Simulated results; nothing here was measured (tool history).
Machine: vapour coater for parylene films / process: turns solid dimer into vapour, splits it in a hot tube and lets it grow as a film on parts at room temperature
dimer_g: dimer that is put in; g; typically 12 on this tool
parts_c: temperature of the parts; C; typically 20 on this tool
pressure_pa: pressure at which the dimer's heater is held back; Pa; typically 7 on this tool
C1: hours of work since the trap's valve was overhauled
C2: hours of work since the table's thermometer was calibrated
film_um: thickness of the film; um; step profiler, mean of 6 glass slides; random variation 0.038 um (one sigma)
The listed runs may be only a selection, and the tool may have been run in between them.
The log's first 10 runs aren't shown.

{"run": 11, "hour": 296.5, "dimer_g": 12, "parts_c": 20, "pressure_pa": 7, "C1": 244, "C2": 313, "film_um": 3.68}
{"run": 12, "hour": 318.5, "dimer_g": 12, "parts_c": 20, "pressure_pa": 3.91, "C1": 255, "C2": 324, "film_um": 3.93}
{"run": 13, "hour": 337.6, "dimer_g": 12, "parts_c": 20, "pressure_pa": 3.91, "C1": 265, "C2": 334, "film_um": 3.86}
{"run": 14, "hour": 360.0, "dimer_g": 12, "parts_c": 20, "pressure_pa": 3.91, "C1": 277, "C2": 346, "film_um": 3.89}
{"hour": 366.6, "done": "trap's valve overhauled"}
{"run": 15, "hour": 396.7, "dimer_g": 12, "parts_c": 20, "pressure_pa": 7, "C1": 16, "C2": 363, "film_um": 4.05}
{"run": 16, "hour": 418.4, "dimer_g": 12, "parts_c": 20, "pressure_pa": 7, "C1": 27, "C2": 374, "film_um": 3.96}
{"run": 17, "hour": 441.0, "dimer_g": 12, "parts_c": 20, "pressure_pa": 7, "C1": 39, "C2": 386, "film_um": 4}
{"run": 18, "hour": 468.6, "dimer_g": 12, "parts_c": 20, "pressure_pa": 7, "C1": 53, "C2": 401, "film_um": 3.96}
{"run": 19, "hour": 489.2, "dimer_g": 12, "parts_c": 20, "pressure_pa": 7, "C1": 64, "C2": 411, "film_um": 3.94}
{"run": 20, "hour": 524.6, "dimer_g": 12, "parts_c": 20, "pressure_pa": 3.5, "C1": 83, "C2": 430, "film_um": 4.31}
{"run": 21, "hour": 545.9, "dimer_g": 12, "parts_c": 20, "pressure_pa": 2.67, "C1": 94, "C2": 441, "film_um": 4.43}
{"run": 22, "hour": 567.0, "dimer_g": 12, "parts_c": 20, "pressure_pa": 2.67, "C1": 105, "C2": 452, "film_um": 4.46}
{"run": 23, "hour": 605.8, "dimer_g": 12, "parts_c": 27, "pressure_pa": 2.67, "C1": 125, "C2": 472, "film_um": 3.96}
{"run": 24, "hour": 645.7, "dimer_g": 12, "parts_c": 27, "pressure_pa": 2.67, "C1": 146, "C2": 493, "film_um": 3.9}
{"run": 25, "hour": 681.8, "dimer_g": 22, "parts_c": 16, "pressure_pa": 3.86, "C1": 165, "C2": 512, "film_um": 8.03}
{"run": 26, "hour": 723.4, "dimer_g": 22, "parts_c": 16, "pressure_pa": 3.86, "C1": 187, "C2": 534, "film_um": 8.02}
{"run": 27, "hour": 761.3, "dimer_g": 22, "parts_c": 31, "pressure_pa": 3.86, "C1": 206, "C2": 554, "film_um": 6.29}
{"run": 28, "hour": 782.0, "dimer_g": 22, "parts_c": 31, "pressure_pa": 3.86, "C1": 217, "C2": 565, "film_um": 6.3}
{"run": 29, "hour": 816.5, "dimer_g": 10, "parts_c": 20, "pressure_pa": 7, "C1": 235, "C2": 583, "film_um": 2.98}
{"run": 30, "hour": 855.8, "dimer_g": 11, "parts_c": 20, "pressure_pa": 11.51, "C1": 256, "C2": 603, "film_um": 3.03}
{"run": 31, "hour": 886.9, "dimer_g": 19, "parts_c": 14, "pressure_pa": 4.47, "C1": 272, "C2": 619, "film_um": 6.61}
{"hour": 904.1, "done": "trap's valve overhauled"}
{"run": 32, "hour": 933.9, "dimer_g": 9, "parts_c": 25, "pressure_pa": 7, "C1": 16, "C2": 642, "film_um": 2.78}

Estimate the outcome of run 33 from the log above:
{"run": 33, "hour": 962.4, "dimer_g": 9, "parts_c": 25, "pressure_pa": 7.67, "C1": 30, "C2": 657, "film_um": "?"}

Run 33 produced film_um 2.75 um.
Had the tool carried no hidden state, the very same run would have given film_um 2.79 um.
